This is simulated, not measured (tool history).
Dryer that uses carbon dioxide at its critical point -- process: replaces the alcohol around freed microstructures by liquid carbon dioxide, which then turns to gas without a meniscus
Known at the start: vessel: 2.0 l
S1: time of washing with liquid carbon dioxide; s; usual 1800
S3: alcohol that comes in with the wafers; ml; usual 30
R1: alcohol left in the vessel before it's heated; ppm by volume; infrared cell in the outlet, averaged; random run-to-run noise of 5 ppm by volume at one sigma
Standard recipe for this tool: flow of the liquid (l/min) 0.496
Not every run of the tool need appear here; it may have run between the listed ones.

Run 1, hour 0: usual settings. Result: R1 122 ppm by volume.
Run 2, hour 11.9: usual settings but flow of the liquid (l/min) 0.348. Result: R1 365 ppm by volume.
At hour 23.5: inlet filter changed.
Run 3, hour 27.5: usual settings but flow of the liquid (l/min) 0.348. Result: R1 223 ppm by volume.
Run 4, hour 39.5: usual settings but flow of the liquid (l/min) 0.348. Result: R1 234 ppm by volume.
Run 5, hour 49: usual settings but S1 1560 s, flow of the liquid (l/min) 0.348. Result: R1 386 ppm by volume.
Run 6, hour 59.7: usual settings. Result: R1 82 ppm by volume.
Run 7, hour 72.1: usual settings. Result: R1 97 ppm by volume.
Run 8, hour 84.8: usual settings. Result: R1 86 ppm by volume.
Run 9, hour 94.8: usual settings but flow of the liquid (l/min) 0.833. Result: R1 69 ppm by volume.
Run 10, hour 107.5: usual settings. Result: R1 87 ppm by volume.
Run 11, hour 119: usual settings. Result: R1 92 ppm by volume.
Run 12, hour 133.9: usual settings. Result: R1 86 ppm by volume.
Run 13, hour 149.6: usual settings. Result: R1 93 ppm by volume.
Run 14, hour 166.4: usual settings but S1 2160 s, S3 32 ml. Result: R1 78 ppm by volume.
Run 15, hour 177.4: usual settings but S1 2160 s, flow of the liquid (l/min) 0.437, S3 70 ml. Result: R1 134 ppm by volume.
Run 16, hour 189.2: usual settings but S1 2160 s, flow of the liquid (l/min) 0.437, S3 21 ml. Result: R1 87 ppm by volume.
Run 17, hour 198.6: usual settings but S1 2160 s, flow of the liquid (l/min) 0.437, S3 21 ml. Result: R1 96 ppm by volume.
Run 18, hour 210.6: usual settings but flow of the liquid (l/min) 0.565, S3 32 ml. Result: R1 93 ppm by volume.
Run 19, hour 225.4: usual settings but flow of the liquid (l/min) 0.565, S3 74 ml. Result: R1 102 ppm by volume.
Run 20, hour 239.6: usual settings but flow of the liquid (l/min) 0.565, S3 74 ml. Result: R1 122 ppm by volume.
Run 21, hour 252.5: usual settings but S1 1200 s, flow of the liquid (l/min) 0.787, S3 74 ml. Result: R1 132 ppm by volume.
Run 22, hour 266.9: usual settings but S1 1200 s, flow of the liquid (l/min) 0.787, S3 74 ml. Result: R1 129 ppm by volume.
Run 23, hour 278.1: usual settings but S1 1200 s, flow of the liquid (l/min) 0.787, S3 74 ml. Result: R1 136 ppm by volume.
Run 24, hour 287.1: usual settings but S1 2700 s, flow of the liquid (l/min) 0.461, S3 31 ml. Result: R1 101 ppm by volume.
Run 25, hour 298: usual settings but S1 2700 s, flow of the liquid (l/min) 0.461, S3 31 ml. Result: R1 91 ppm by volume.

5 ways to go on from here, each from the tool as it stands after run 25. What would each give?
Run A, hour 306.8: usual settings but S3 24 ml. Result: R1 ?.
Run B, hour 306.8: usual settings but S1 2820 s, flow of the liquid (l/min) 0.756, S3 37 ml. Result: R1 ?.
Run C, hour 306.8: usual settings but S1 2700 s, flow of the liquid (l/min) 0.461, S3 23 ml. Result: R1 ?.
Run D, hour 306.8: usual settings but S1 2700 s, flow of the liquid (l/min) 0.733. Result: R1 ?.
Run E, hour 306.8: usual settings but flow of the liquid (l/min) 0.338, S3 23 ml. Result: R1 ?.

run   R1
  A  122
  B  101
  C   99
  D   97
  E  260
What these runs would have given with no unlogged condition in the tool:
run   R1
  A   25
  B    9
  C    9
  D    7
  E  143

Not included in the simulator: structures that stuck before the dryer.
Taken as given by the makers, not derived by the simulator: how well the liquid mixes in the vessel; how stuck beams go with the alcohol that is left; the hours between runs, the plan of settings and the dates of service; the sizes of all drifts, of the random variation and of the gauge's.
